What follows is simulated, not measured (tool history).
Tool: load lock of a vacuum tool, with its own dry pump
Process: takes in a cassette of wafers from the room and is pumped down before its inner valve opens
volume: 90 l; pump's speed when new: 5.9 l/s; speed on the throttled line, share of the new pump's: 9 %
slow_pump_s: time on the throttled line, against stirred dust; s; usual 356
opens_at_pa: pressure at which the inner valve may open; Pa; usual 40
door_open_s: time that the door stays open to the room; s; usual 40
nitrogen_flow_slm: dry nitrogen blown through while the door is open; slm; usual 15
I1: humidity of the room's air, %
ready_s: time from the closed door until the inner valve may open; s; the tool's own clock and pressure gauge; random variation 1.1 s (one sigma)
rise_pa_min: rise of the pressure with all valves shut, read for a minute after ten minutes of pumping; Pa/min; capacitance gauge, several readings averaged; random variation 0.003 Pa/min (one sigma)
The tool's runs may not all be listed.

Run 1, day 0.000: usual settings; I1 48.0. Result: ready_s 443.7 s, rise_pa_min 0.033 Pa/min.
Run 2, day 3.012: usual settings; I1 47.1. Result: ready_s 442.3 s, rise_pa_min 0.033 Pa/min.
Run 3, day 9.371: usual settings; I1 46.7. Result: ready_s 444.6 s, rise_pa_min 0.032 Pa/min.
Run 4, day 13.600: usual settings; I1 45.9. Result: ready_s 443.5 s, rise_pa_min 0.028 Pa/min.
Run 5, day 16.346: usual settings; I1 45.2. Result: ready_s 443.9 s, rise_pa_min 0.028 Pa/min.
Run 6, day 22.525: usual settings but opens_at_pa 38 Pa; I1 48.7. Result: ready_s 443.7 s, rise_pa_min 0.031 Pa/min.
Run 7, day 25.500: usual settings but opens_at_pa 78 Pa; I1 40.9. Result: ready_s 434.4 s, rise_pa_min 0.023 Pa/min.
Run 8, day 28.667: usual settings but opens_at_pa 78 Pa; I1 45.8. Result: ready_s 433.9 s, rise_pa_min 0.035 Pa/min.
Run 9, day 32.592: usual settings but nitrogen_flow_slm 5 slm; I1 40.0. Result: ready_s 444.0 s, rise_pa_min 0.036 Pa/min.
Run 10, day 38.658: usual settings but nitrogen_flow_slm 5 slm; I1 47.1. Result: ready_s 443.6 s, rise_pa_min 0.047 Pa/min.
Run 11, day 41.346: usual settings but slow_pump_s 357 s, opens_at_pa 36 Pa, nitrogen_flow_slm 5 slm; I1 44.1. Result: ready_s 445.7 s, rise_pa_min 0.039 Pa/min.
Run 12, day 45.200: usual settings but slow_pump_s 216 s, opens_at_pa 32 Pa, door_open_s 157 s, nitrogen_flow_slm 5 slm; I1 45.2. Result: ready_s 319.0 s, rise_pa_min 0.071 Pa/min.
Run 13, day 51.679: usual settings but door_open_s 28 s; I1 45.2. Result: ready_s 444.8 s, rise_pa_min 0.025 Pa/min.
Run 14, day 56.779: usual settings but door_open_s 28 s; I1 44.4. Result: ready_s 445.8 s, rise_pa_min 0.026 Pa/min.
Run 15, day 59.775: usual settings but door_open_s 166 s, nitrogen_flow_slm 7 slm; I1 48.6. Result: ready_s 444.6 s, rise_pa_min 0.078 Pa/min.
Run 16, day 65.588: usual settings but opens_at_pa 41 Pa, door_open_s 166 s, nitrogen_flow_slm 28 slm; I1 44.8. Result: ready_s 443.7 s, rise_pa_min 0.042 Pa/min.
Run 17, day 71.533: usual settings but slow_pump_s 369 s, opens_at_pa 63 Pa, door_open_s 75 s, nitrogen_flow_slm 8 slm; I1 45.2. Result: ready_s 448.3 s, rise_pa_min 0.045 Pa/min.
Run 18, day 74.608: usual settings but slow_pump_s 369 s, opens_at_pa 63 Pa, door_open_s 51 s, nitrogen_flow_slm 16 slm; I1 44.8. Result: ready_s 446.4 s, rise_pa_min 0.033 Pa/min.
Run 19, day 80.158: usual settings but slow_pump_s 427 s, door_open_s 87 s, nitrogen_flow_slm 14 slm; I1 46.1. Result: ready_s 507.7 s, rise_pa_min 0.044 Pa/min.

Taken out of this log: 1 entry between the listed runs. Where each belongs, and how the hidden state differs across it:
Between runs 15 and 16: door's seal changed, seat wiped (day 64.917)
  leak at the door's seal, Pa l/s: 0.0061 -> 0.002
  measured less the result without the state, rise_pa_min: +0.003 -> +0.000 Pa/min
